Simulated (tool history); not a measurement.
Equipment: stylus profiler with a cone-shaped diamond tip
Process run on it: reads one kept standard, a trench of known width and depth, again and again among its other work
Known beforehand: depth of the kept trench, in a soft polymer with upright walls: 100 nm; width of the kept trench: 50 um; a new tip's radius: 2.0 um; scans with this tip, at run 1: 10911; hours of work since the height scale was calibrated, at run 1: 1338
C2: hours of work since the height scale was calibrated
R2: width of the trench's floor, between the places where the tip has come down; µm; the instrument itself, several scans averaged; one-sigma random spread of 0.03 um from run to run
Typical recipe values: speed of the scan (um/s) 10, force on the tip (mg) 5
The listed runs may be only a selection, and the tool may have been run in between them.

run 1 hour=0 | speed_of_the_scan_(um/s)=10 force_on_the_tip_(mg)=5 | scans_with_this_tip=10911 C2=1338 | depth_of_the_trench_(nm)=101.98 R2=48.76
run 2 hour=54 | speed_of_the_scan_(um/s)=10 force_on_the_tip_(mg)=2.5 | scans_with_this_tip=11232 C2=1377 | depth_of_the_trench_(nm)=101.26 R2=48.71
run 3 hour=137.2 | speed_of_the_scan_(um/s)=8 force_on_the_tip_(mg)=5 | scans_with_this_tip=11727 C2=1438 | depth_of_the_trench_(nm)=101.96 R2=48.67
run 4 hour=204.5 | speed_of_the_scan_(um/s)=5 force_on_the_tip_(mg)=5 | scans_with_this_tip=12128 C2=1487 | depth_of_the_trench_(nm)=102.04 R2=48.68
run 5 hour=282.2 | speed_of_the_scan_(um/s)=5 force_on_the_tip_(mg)=5 | scans_with_this_tip=12590 C2=1544 | depth_of_the_trench_(nm)=101.93 R2=48.66
run 6 hour=338.5 | speed_of_the_scan_(um/s)=28 force_on_the_tip_(mg)=5 | scans_with_this_tip=12926 C2=1585 | depth_of_the_trench_(nm)=101.98 R2=48.66
run 7 hour=405.2 | speed_of_the_scan_(um/s)=10 force_on_the_tip_(mg)=5 | scans_with_this_tip=13322 C2=1634 | depth_of_the_trench_(nm)=102.01 R2=48.73
run 8 hour=508.3 | speed_of_the_scan_(um/s)=10 force_on_the_tip_(mg)=5 | scans_with_this_tip=13936 C2=1709 | depth_of_the_trench_(nm)=101.95 R2=48.67
run 9 hour=574 | speed_of_the_scan_(um/s)=10 force_on_the_tip_(mg)=5 | scans_with_this_tip=14327 C2=1757 | depth_of_the_trench_(nm)=101.98 R2=48.77
run 10 hour=651.9 | speed_of_the_scan_(um/s)=10 force_on_the_tip_(mg)=5 | scans_with_this_tip=14791 C2=1814 | depth_of_the_trench_(nm)=101.97 R2=48.63
run 11 hour=702.2 | speed_of_the_scan_(um/s)=2 force_on_the_tip_(mg)=5 | scans_with_this_tip=15090 C2=1851 | depth_of_the_trench_(nm)=101.95 R2=48.75
-- hour=729.2 height scale calibrated on a step standard
run 12 hour=760.3 | speed_of_the_scan_(um/s)=10 force_on_the_tip_(mg)=12.72 | scans_with_this_tip=15433 C2=23 | depth_of_the_trench_(nm)=103.64 R2=48.68
run 13 hour=853.5 | speed_of_the_scan_(um/s)=16 force_on_the_tip_(mg)=5 | scans_with_this_tip=15988 C2=91 | depth_of_the_trench_(nm)=101.92 R2=48.68
run 14 hour=905 | speed_of_the_scan_(um/s)=16 force_on_the_tip_(mg)=5 | scans_with_this_tip=16294 C2=128 | depth_of_the_trench_(nm)=101.97 R2=48.67
run 15 hour=980.9 | speed_of_the_scan_(um/s)=16 force_on_the_tip_(mg)=5 | scans_with_this_tip=16746 C2=184 | depth_of_the_trench_(nm)=102.01 R2=48.68
-- hour=1012.8 new tip fitted, height scale calibrated
run 16 hour=1037.3 | speed_of_the_scan_(um/s)=10 force_on_the_tip_(mg)=5 | scans_with_this_tip=146 C2=18 | depth_of_the_trench_(nm)=102.02 R2=48.72
run 17 hour=1126.4 | speed_of_the_scan_(um/s)=10 force_on_the_tip_(mg)=5 | scans_with_this_tip=676 C2=83 | depth_of_the_trench_(nm)=101.97 R2=48.74
run 18 hour=1209.8 | speed_of_the_scan_(um/s)=10 force_on_the_tip_(mg)=5 | scans_with_this_tip=1173 C2=144 | depth_of_the_trench_(nm)=101.91 R2=48.72
run 19 hour=1258 | speed_of_the_scan_(um/s)=5 force_on_the_tip_(mg)=5 | scans_with_this_tip=1459 C2=179 | depth_of_the_trench_(nm)=101.95 R2=48.77
run 20 hour=1305.4 | speed_of_the_scan_(um/s)=5 force_on_the_tip_(mg)=5 | scans_with_this_tip=1742 C2=214 | depth_of_the_trench_(nm)=102.05 R2=48.72
run 21 hour=1388.3 | speed_of_the_scan_(um/s)=5 force_on_the_tip_(mg)=5 | scans_with_this_tip=2235 C2=274 | depth_of_the_trench_(nm)=101.93 R2=48.7
run 22 hour=1484.2 | speed_of_the_scan_(um/s)=10 force_on_the_tip_(mg)=5 | scans_with_this_tip=2806 C2=344 | depth_of_the_trench_(nm)=101.95 R2=48.72
run 23 hour=1543.8 | speed_of_the_scan_(um/s)=16 force_on_the_tip_(mg)=5 | scans_with_this_tip=3160 C2=388 | depth_of_the_trench_(nm)=101.9 R2=48.69
run 24 hour=1615.7 | speed_of_the_scan_(um/s)=25 force_on_the_tip_(mg)=5 | scans_with_this_tip=3588 C2=440 | depth_of_the_trench_(nm)=101.94 R2=48.67
run 25 hour=1701.5 | speed_of_the_scan_(um/s)=25 force_on_the_tip_(mg)=5 | scans_with_this_tip=4099 C2=503 | depth_of_the_trench_(nm)=101.94 R2=48.7
run 26 hour=1802.6 | speed_of_the_scan_(um/s)=17 force_on_the_tip_(mg)=4.53 | scans_with_this_tip=4701 C2=576 | depth_of_the_trench_(nm)=101.78 R2=48.71
run 27 hour=1856.9 | speed_of_the_scan_(um/s)=9 force_on_the_tip_(mg)=5.08 | scans_with_this_tip=5024 C2=616 | depth_of_the_trench_(nm)=101.96 R2=48.72
run 28 hour=1904.8 | speed_of_the_scan_(um/s)=9 force_on_the_tip_(mg)=5.08 | scans_with_this_tip=5309 C2=651 | depth_of_the_trench_(nm)=102 R2=48.68
run 29 hour=1954.5 | speed_of_the_scan_(um/s)=29 force_on_the_tip_(mg)=6.22 | scans_with_this_tip=5605 C2=687 | depth_of_the_trench_(nm)=102.26 R2=48.67
run 30 hour=2052.7 | speed_of_the_scan_(um/s)=29 force_on_the_tip_(mg)=6.22 | scans_with_this_tip=6189 C2=759 | depth_of_the_trench_(nm)=102.32 R2=48.67
run 31 hour=2107.9 | speed_of_the_scan_(um/s)=6 force_on_the_tip_(mg)=6.22 | scans_with_this_tip=6518 C2=799 | depth_of_the_trench_(nm)=102.28 R2=48.7
run 32 hour=2188.1 | speed_of_the_scan_(um/s)=10 force_on_the_tip_(mg)=1.92 | scans_with_this_tip=6995 C2=858 | depth_of_the_trench_(nm)=101.06 R2=48.75
run 33 hour=2264.5 | speed_of_the_scan_(um/s)=15 force_on_the_tip_(mg)=7.18 | scans_with_this_tip=7450 C2=914 | depth_of_the_trench_(nm)=102.4 R2=48.75
run 34 hour=2311 | speed_of_the_scan_(um/s)=6 force_on_the_tip_(mg)=1.69 | scans_with_this_tip=7727 C2=948 | depth_of_the_trench_(nm)=100.93 R2=48.74
run 35 hour=2397.2 | speed_of_the_scan_(um/s)=6 force_on_the_tip_(mg)=1.69 | scans_with_this_tip=8240 C2=1010 | depth_of_the_trench_(nm)=100.89 R2=48.7
run 36 hour=2448.1 | speed_of_the_scan_(um/s)=8 force_on_the_tip_(mg)=2.42 | scans_with_this_tip=8543 C2=1048 | depth_of_the_trench_(nm)=101.19 R2=48.73
run 37 hour=2510.6 | speed_of_the_scan_(um/s)=8 force_on_the_tip_(mg)=2.42 | scans_with_this_tip=8915 C2=1093 | depth_of_the_trench_(nm)=101.19 R2=48.72
run 38 hour=2607.6 | speed_of_the_scan_(um/s)=30 force_on_the_tip_(mg)=2.42 | scans_with_this_tip=9492 C2=1164 | depth_of_the_trench_(nm)=101.18 R2=48.54
run 39 hour=2714.2 | speed_of_the_scan_(um/s)=15 force_on_the_tip_(mg)=11.3 | scans_with_this_tip=10127 C2=1242 | depth_of_the_trench_(nm)=103.44 R2=48.74
run 40 hour=2763.2 | speed_of_the_scan_(um/s)=10 force_on_the_tip_(mg)=1.9 | scans_with_this_tip=10418 C2=1278 | depth_of_the_trench_(nm)=101.06 R2=48.64
run 41 hour=2859.6 | speed_of_the_scan_(um/s)=10 force_on_the_tip_(mg)=1.9 | scans_with_this_tip=10992 C2=1348 | depth_of_the_trench_(nm)=101.03 R2=48.74
run 42 hour=2913 | speed_of_the_scan_(um/s)=10 force_on_the_tip_(mg)=1.9 | scans_with_this_tip=11310 C2=1387 | depth_of_the_trench_(nm)=101.02 R2=48.73
run 43 hour=2964.1 | speed_of_the_scan_(um/s)=19 force_on_the_tip_(mg)=12.94 | scans_with_this_tip=11614 C2=1424 | depth_of_the_trench_(nm)=103.73 R2=48.65

3 ways to go on from here, each from the tool as it stands after run 43. What would each give?
run A hour=3034.4 | speed_of_the_scan_(um/s)=13 force_on_the_tip_(mg)=3.03 | scans_with_this_tip=12033 C2=1476 | depth_of_the_trench_(nm)=? R2=?
run B hour=3034.4 | speed_of_the_scan_(um/s)=19 force_on_the_tip_(mg)=5.08 | scans_with_this_tip=12033 C2=1476 | depth_of_the_trench_(nm)=? R2=?
run C hour=3034.4 | speed_of_the_scan_(um/s)=11 force_on_the_tip_(mg)=7.19 | scans_with_this_tip=12033 C2=1476 | depth_of_the_trench_(nm)=? R2=?

run=A depth_of_the_trench_(nm)=101.4 R2=48.7
run=B depth_of_the_trench_(nm)=102.01 R2=48.68
run=C depth_of_the_trench_(nm)=102.51 R2=48.71
Take away the tool's hidden state, keep each run's random variation, and the runs would have read:
run=A depth_of_the_trench_(nm)=101.39 R2=48.72
run=B depth_of_the_trench_(nm)=102 R2=48.7
run=C depth_of_the_trench_(nm)=102.51 R2=48.74
